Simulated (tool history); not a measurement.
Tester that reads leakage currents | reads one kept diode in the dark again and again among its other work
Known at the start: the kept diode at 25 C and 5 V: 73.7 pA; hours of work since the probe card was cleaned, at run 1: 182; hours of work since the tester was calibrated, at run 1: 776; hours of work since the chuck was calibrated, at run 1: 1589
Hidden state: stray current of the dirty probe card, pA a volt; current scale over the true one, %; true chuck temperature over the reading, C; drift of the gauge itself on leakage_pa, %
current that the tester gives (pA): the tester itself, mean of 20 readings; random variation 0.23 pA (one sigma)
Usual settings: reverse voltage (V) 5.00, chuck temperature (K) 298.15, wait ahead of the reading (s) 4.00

run    hour  reverse voltage (V)  chuck temperature (K)  wait ahead of the reading (s)  hours of work since the probe card was cleaned  hours of work since the tester was calibrated  hours of work since the chuck was calibrated  current that the tester gives (pA)
  1     0.0                 5.00                 298.15                           4.00                                             182                                            776                                          1589                               81.60
  2    77.1                 5.00                 298.15                           4.00                                             224                                            818                                          1631                               81.43
  3   214.5                 5.00                 298.15                           0.86                                             299                                            893                                          1706                               83.02
      228.3  -- chuck's temperature calibrated
  4   276.2                 5.00                 298.15                           0.86                                             331                                            926                                            26                               75.77
  5   391.4                 5.00                 298.15                           0.86                                             394                                            988                                            89                               75.87
  6   460.6                 5.00                 298.15                           0.86                                             432                                           1026                                           126                               76.13
  7   520.9                 5.00                 329.15                           4.00                                             464                                           1059                                           159                              671.11
  8   614.4                 5.00                 329.15                           4.00                                             515                                           1110                                           210                              671.67
  9   746.6                 5.00                 329.15                           4.00                                             587                                           1181                                           282                              673.60
 10   885.5                 5.00                 298.15                           4.00                                             663                                           1257                                           358                               77.64
      899.9  -- probe card cleaned and baked
 11  1024.1                 5.00                 298.15                           4.00                                              68                                           1331                                           431                               78.55
 12  1158.8                 5.00                 298.15                           4.00                                             141                                           1404                                           505                               79.44
 13  1284.1                 5.00                 298.15                           4.00                                             209                                           1472                                           573                               80.19
 14  1368.4                 1.96                 298.15                           4.00                                             255                                           1518                                           619                               51.88
 15  1449.5                 9.29                 298.15                           4.00                                             299                                           1562                                           663                              108.68
 16  1540.4                 2.04                 298.15                           4.00                                             349                                           1612                                           712                               53.12
 17  1601.7                 2.04                 298.15                           4.00                                             382                                           1645                                           746                               53.34
     1623.0  -- probe card cleaned and baked, once more
 18  1695.8                 5.00                 298.15                           4.00                                              40                                           1695                                           795                               76.65
 19  1803.5                 5.00                 312.15                           4.00                                              98                                           1753                                           854                              216.90
 20  1924.1                 5.00                 312.15                           4.00                                             164                                           1819                                           920                              218.70
 21  2019.2                19.91                 312.15                           8.17                                             216                                           1871                                           971                              401.68
 22  2136.9                19.91                 312.15                           8.17                                             280                                           1935                                          1035                              404.77
 23  2221.9                13.64                 320.15                           0.51                                             326                                           1981                                          1082                              597.53
 24  2328.3                 3.04                 298.15                           1.03                                             384                                           2039                                          1140                               62.79
 25  2460.4                 5.15                 315.15                           2.97                                             456                                           2111                                          1211                              276.12
 26  2567.5                 5.15                 315.15                           2.97                                             514                                           2169                                          1270                              276.10
 27  2685.8                 5.15                 304.15                           7.59                                             578                                           2233                                          1334                              126.80
 28  2776.3                 1.95                 297.15                           8.39                                             628                                           2283                                          1383                               48.36
 29  2897.4                 9.13                 296.15                           8.39                                             694                                           2349                                          1449                               91.83
 30  3024.3                 4.13                 311.15                           4.26                                             763                                           2418                                          1518                              191.81
 31  3126.6                 4.13                 311.15                           4.26                                             818                                           2473                                          1574                              192.09
     3151.4  -- tester calibrated
 32  3188.2                 4.13                 311.15                           4.26                                             851                                             20                                          1606                              197.27

Forecast run 33:
 33  3304.2                18.15                 298.15                           4.00                                             914                                             83                                          1669                                   ?

Run 33 gave current that the tester gives (pA) 156.29.
Without the tool's hidden state the same run would have given current that the tester gives (pA) 130.65.
